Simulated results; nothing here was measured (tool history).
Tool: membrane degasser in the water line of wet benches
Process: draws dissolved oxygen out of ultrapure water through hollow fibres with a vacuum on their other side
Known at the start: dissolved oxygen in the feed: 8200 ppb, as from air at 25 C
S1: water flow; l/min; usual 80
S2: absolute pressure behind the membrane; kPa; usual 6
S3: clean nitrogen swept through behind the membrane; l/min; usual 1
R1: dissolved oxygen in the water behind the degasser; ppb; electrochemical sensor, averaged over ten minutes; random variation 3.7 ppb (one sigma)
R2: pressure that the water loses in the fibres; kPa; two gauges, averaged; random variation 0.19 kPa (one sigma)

run 1 hour=0 | S1=80 S2=6 S3=1 | R1=371 R2=36.32
run 2 hour=93.5 | S1=80 S2=6 S3=1 | R1=364.1 R2=36.89
run 3 hour=220 | S1=80 S2=6 S3=1 | R1=369.5 R2=36.35
run 4 hour=313.7 | S1=80 S2=6 S3=1 | R1=367.2 R2=36.93
run 5 hour=375.3 | S1=80 S2=6 S3=2.39 | R1=195 R2=36.56
run 6 hour=451.5 | S1=80 S2=6 S3=2.39 | R1=190.6 R2=36.63
run 7 hour=575.6 | S1=53 S2=13.5 S3=0.59 | R1=1299.1 R2=24.52
run 8 hour=639.2 | S1=53 S2=13.5 S3=0.59 | R1=1318.9 R2=24.17
run 9 hour=736.7 | S1=108 S2=8.96 S3=0.81 | R1=985.7 R2=48.92
run 10 hour=822.3 | S1=84 S2=12.94 S3=0.81 | R1=1348.4 R2=38.17

Hidden state or all else? Some run-to-run changes of R2, split into what the settings, what came in and random variation would give without the hidden state, and what is left for the hidden state (with any gauge scatter that isn't in both results):
The hidden state here: membrane still open, %; true pressure behind the membrane over the reading, kPa; air that leaks in behind the membrane, l/min; drift of the gauge itself on oxygen_ppb, %; drift of the gauge itself on loss_of_pressure_kpa, %.
Run 8 -> 9: S1 53 -> 108, S2 13.5 -> 8.96, S3 0.59 -> 0.81. R2 +24.75 kPa: hidden state -0.33, all else +25.08.

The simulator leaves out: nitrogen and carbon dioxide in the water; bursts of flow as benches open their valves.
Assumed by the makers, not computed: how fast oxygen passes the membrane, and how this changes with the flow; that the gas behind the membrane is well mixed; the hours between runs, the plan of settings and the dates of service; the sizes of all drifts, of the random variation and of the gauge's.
